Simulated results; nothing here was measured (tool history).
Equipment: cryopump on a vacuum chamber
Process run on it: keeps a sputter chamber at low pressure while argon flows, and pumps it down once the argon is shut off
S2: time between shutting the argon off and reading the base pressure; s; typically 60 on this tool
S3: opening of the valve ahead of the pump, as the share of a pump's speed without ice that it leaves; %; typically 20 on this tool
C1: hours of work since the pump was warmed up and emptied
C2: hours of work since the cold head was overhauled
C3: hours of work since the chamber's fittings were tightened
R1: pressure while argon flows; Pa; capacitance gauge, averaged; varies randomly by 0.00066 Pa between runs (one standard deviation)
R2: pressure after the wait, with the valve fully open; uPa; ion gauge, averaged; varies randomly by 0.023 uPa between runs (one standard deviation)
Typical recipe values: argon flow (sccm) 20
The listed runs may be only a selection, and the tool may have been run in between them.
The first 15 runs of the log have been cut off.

run 16 hour=294.6 | argon_flow_(sccm)=20 S2=144 S3=17 | C1=573 C2=573 C3=721 | R1=0.131 R2=1.01
run 17 hour=314.9 | argon_flow_(sccm)=20 S2=144 S3=17 | C1=587 C2=587 C3=736 | R1=0.1302 R2=1.02
run 18 hour=342.2 | argon_flow_(sccm)=37 S2=126 S3=54 | C1=607 C2=607 C3=755 | R1=0.0807 R2=1.1
run 19 hour=362.8 | argon_flow_(sccm)=37 S2=126 S3=54 | C1=622 C2=622 C3=770 | R1=0.0799 R2=1.14
run 20 hour=375.2 | argon_flow_(sccm)=11 S2=245 S3=54 | C1=630 C2=630 C3=779 | R1=0.0245 R2=1.08
run 21 hour=396.6 | argon_flow_(sccm)=31 S2=245 S3=27 | C1=646 C2=646 C3=794 | R1=0.1279 R2=1
run 22 hour=411.6 | argon_flow_(sccm)=15 S2=73 S3=27 | C1=656 C2=656 C3=805 | R1=0.0635 R2=1.34
run 23 hour=431.7 | argon_flow_(sccm)=22 S2=157 S3=20 | C1=671 C2=671 C3=819 | R1=0.1218 R2=1.18
run 24 hour=455.1 | argon_flow_(sccm)=14 S2=42 S3=35 | C1=688 C2=688 C3=836 | R1=0.0458 R2=1.72
run 25 hour=478.9 | argon_flow_(sccm)=20 S2=275 S3=20 | C1=705 C2=705 C3=853 | R1=0.1111 R2=1.05
run 26 hour=508.9 | argon_flow_(sccm)=13 S2=21 S3=20 | C1=726 C2=726 C3=874 | R1=0.0733 R2=2.54
run 27 hour=526.5 | argon_flow_(sccm)=8 S2=60 S3=33 | C1=739 C2=739 C3=887 | R1=0.028 R2=1.54
run 28 hour=547.2 | argon_flow_(sccm)=8 S2=60 S3=33 | C1=753 C2=753 C3=902 | R1=0.0278 R2=1.5
run 29 hour=570.9 | argon_flow_(sccm)=20 S2=248 S3=20 | C1=770 C2=770 C3=919 | R1=0.1122 R2=1.18
run 30 hour=591.3 | argon_flow_(sccm)=10 S2=125 S3=37 | C1=785 C2=785 C3=933 | R1=0.0317 R2=1.31
run 31 hour=617.8 | argon_flow_(sccm)=10 S2=125 S3=37 | C1=804 C2=804 C3=952 | R1=0.0316 R2=1.33
run 32 hour=630.5 | argon_flow_(sccm)=17 S2=56 S3=59 | C1=813 C2=813 C3=961 | R1=0.0348 R2=1.66
run 33 hour=659.8 | argon_flow_(sccm)=29 S2=56 S3=33 | C1=834 C2=834 C3=982 | R1=0.1018 R2=1.69

Branching from run 33: 3 alternative next runs. What would each branch give?
run A hour=685.2 | argon_flow_(sccm)=11 S2=56 S3=15 | C1=852 C2=852 C3=1000 | R1=? R2=?
run B hour=685.2 | argon_flow_(sccm)=20 S2=138 S3=37 | C1=852 C2=852 C3=1000 | R1=? R2=?
run C hour=685.2 | argon_flow_(sccm)=14 S2=60 S3=20 | C1=852 C2=852 C3=1000 | R1=? R2=?

run=A R1=0.0819 R2=1.66
run=B R1=0.0635 R2=1.37
run=C R1=0.0788 R2=1.65
Take away the tool's hidden state, keep each run's random variation, and the runs would have read:
run=A R1=0.0788 R2=0.74
run=B R1=0.0579 R2=0.43
run=C R1=0.075 R2=0.73
